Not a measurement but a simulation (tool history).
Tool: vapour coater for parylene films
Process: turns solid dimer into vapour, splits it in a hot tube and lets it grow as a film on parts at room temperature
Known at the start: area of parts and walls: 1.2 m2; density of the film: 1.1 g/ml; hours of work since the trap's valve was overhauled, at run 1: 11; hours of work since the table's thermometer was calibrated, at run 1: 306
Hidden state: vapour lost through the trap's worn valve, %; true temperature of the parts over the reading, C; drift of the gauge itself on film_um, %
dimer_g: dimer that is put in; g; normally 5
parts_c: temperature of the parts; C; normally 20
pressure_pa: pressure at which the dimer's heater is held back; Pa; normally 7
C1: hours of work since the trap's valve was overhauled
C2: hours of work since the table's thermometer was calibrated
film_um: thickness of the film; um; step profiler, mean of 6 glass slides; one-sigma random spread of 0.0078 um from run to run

Run 1, day 0: usual settings; C1 11; C2 306. Result: film_um 1.655 um.
Run 2, day 0.758: usual settings; C1 22; C2 317. Result: film_um 1.654 um.
Run 3, day 1.188: usual settings; C1 28; C2 323. Result: film_um 1.624 um.
Run 4, day 1.904: usual settings; C1 38; C2 334. Result: film_um 1.644 um.
Run 5, day 2.625: usual settings; C1 49; C2 344. Result: film_um 1.619 um.
Run 6, day 3.279: usual settings but parts_c 29 C; C1 58; C2 354. Result: film_um 1.377 um.
Run 7, day 3.967: usual settings but parts_c 29 C; C1 68; C2 364. Result: film_um 1.359 um.
Run 8, day 4.508: usual settings but parts_c 29 C; C1 76; C2 371. Result: film_um 1.37 um.
Run 9, day 4.875: usual settings but parts_c 29 C; C1 81; C2 377. Result: film_um 1.358 um.
Run 10, day 5.271: usual settings but dimer_g 8 g; C1 87; C2 382. Result: film_um 2.583 um.
Run 11, day 5.888: usual settings but dimer_g 8 g; C1 96; C2 391. Result: film_um 2.561 um.
Run 12, day 6.388: usual settings but dimer_g 8 g; C1 103; C2 399. Result: film_um 2.567 um.
Run 13, day 6.825: usual settings; C1 110; C2 405. Result: film_um 1.592 um.
Run 14, day 7.246: usual settings; C1 116; C2 411. Result: film_um 1.601 um.
Run 15, day 7.817: usual settings; C1 124; C2 419. Result: film_um 1.587 um.
Run 16, day 8.546: usual settings; C1 134; C2 430. Result: film_um 1.594 um.
Run 17, day 8.875: usual settings but dimer_g 6 g; C1 139; C2 435. Result: film_um 1.907 um.
Run 18, day 9.625: usual settings but dimer_g 6 g, pressure_pa 11.39 Pa; C1 150; C2 445. Result: film_um 1.814 um.
Run 19, day 10.004: usual settings but dimer_g 6 g, pressure_pa 11.39 Pa; C1 155; C2 451. Result: film_um 1.816 um.
Run 20, day 10.362: usual settings; C1 161; C2 456. Result: film_um 1.585 um.
Run 21, day 10.854: usual settings; C1 168; C2 463. Result: film_um 1.578 um.
Run 22, day 11.317: usual settings; C1 174; C2 470. Result: film_um 1.57 um.
Run 23, day 12.062: usual settings; C1 185; C2 481. Result: film_um 1.565 um.
Run 24, day 12.488: usual settings but dimer_g 2 g; C1 191; C2 487. Result: film_um 0.621 um.
At day 12.571: table's thermometer calibrated.
Run 25, day 13.088: usual settings but dimer_g 3 g, parts_c 13 C, pressure_pa 3.97 Pa; C1 199; C2 7. Result: film_um 1.125 um.
Run 26, day 13.608: usual settings but parts_c 17 C, pressure_pa 10.59 Pa; C1 207; C2 15. Result: film_um 1.579 um.
Run 27, day 14.012: usual settings but parts_c 17 C, pressure_pa 10.59 Pa; C1 213; C2 21. Result: film_um 1.56 um.
Run 28, day 14.708: usual settings but pressure_pa 3.29 Pa; C1 223; C2 31. Result: film_um 1.653 um.
Run 29, day 15.354: usual settings but dimer_g 3 g, parts_c 16 C, pressure_pa 3.59 Pa; C1 232; C2 40. Result: film_um 1.062 um.
Run 30, day 16.121: usual settings but dimer_g 8 g, parts_c 16 C, pressure_pa 3.59 Pa; C1 243; C2 51. Result: film_um 2.836 um.
At day 16.567: table's thermometer calibrated, once more.
Run 31, day 16.754: usual settings but parts_c 22 C, pressure_pa 3.06 Pa; C1 252; C2 3. Result: film_um 1.599 um.
Run 32, day 17.538: usual settings but dimer_g 9 g, parts_c 24 C, pressure_pa 6.97 Pa; C1 263; C2 14. Result: film_um 2.565 um.
Run 33, day 18.175: usual settings but parts_c 22 C, pressure_pa 7.24 Pa; C1 272; C2 23. Result: film_um 1.478 um.
Run 34, day 18.679: usual settings but parts_c 22 C, pressure_pa 7.24 Pa; C1 280; C2 31. Result: film_um 1.474 um.
Run 35, day 19.412: usual settings but parts_c 22 C, pressure_pa 7.24 Pa; C1 290; C2 41. Result: film_um 1.468 um.
Run 36, day 20.188: usual settings but parts_c 22 C, pressure_pa 7.24 Pa; C1 302; C2 52. Result: film_um 1.455 um.
Run 37, day 20.621: usual settings but parts_c 22 C, pressure_pa 7.24 Pa; C1 308; C2 59. Result: film_um 1.453 um.
Run 38, day 21.175: usual settings but parts_c 22 C, pressure_pa 7.24 Pa; C1 316; C2 67. Result: film_um 1.438 um.
Run 39, day 21.796: usual settings but parts_c 22 C, pressure_pa 7.24 Pa; C1 325; C2 76. Result: film_um 1.45 um.
Run 40, day 22.262: usual settings but dimer_g 6 g, pressure_pa 3.99 Pa; C1 332; C2 82. Result: film_um 1.901 um.
At day 22.658: trap's valve overhauled.
Run 41, day 23.008: usual settings but dimer_g 4 g, parts_c 18 C, pressure_pa 3.99 Pa; C1 5; C2 91. Result: film_um 1.455 um.
Run 42, day 23.733: usual settings but dimer_g 4 g, parts_c 13 C, pressure_pa 4.21 Pa; C1 16; C2 101. Result: film_um 1.591 um.
Run 43, day 24.479: usual settings but dimer_g 4 g, parts_c 13 C, pressure_pa 4.21 Pa; C1 26; C2 112. Result: film_um 1.58 um.
Run 44, day 25.212: usual settings but dimer_g 3 g, parts_c 21 C, pressure_pa 3.04 Pa; C1 37; C2 123. Result: film_um 1.044 um.
Run 45, day 25.846: usual settings but dimer_g 4 g, parts_c 14 C, pressure_pa 3.04 Pa; C1 46; C2 132. Result: film_um 1.594 um.
Run 46, day 26.6: usual settings but dimer_g 8 g, parts_c 24 C; C1 57; C2 143. Result: film_um 2.405 um.

Below, some changes in film_um between adjacent runs. For each, the amount present without the hidden state too (settings, incoming material, random variation) and the amount remaining for the hidden state with gauge scatter not shared by both compared results:
Run 9 -> 10: dimer_g 5 -> 8, parts_c 29 -> 20. film_um +1.225 um: hidden state -0.039, all else +1.264.
Run 29 -> 30: dimer_g 3 -> 8. film_um +1.774 um: hidden state -0.146, all else +1.92.
Run 30 -> 31: dimer_g 8 -> 5, parts_c 16 -> 22, pressure_pa 3.59 -> 3.06, table's thermometer calibrated, once more. film_um -1.237 um: hidden state +0.109, all else -1.346.
Run 40 -> 41: dimer_g 6 -> 4, parts_c 20 -> 18, trap's valve overhauled. film_um -0.446 um: hidden state +0.192, all else -0.638.
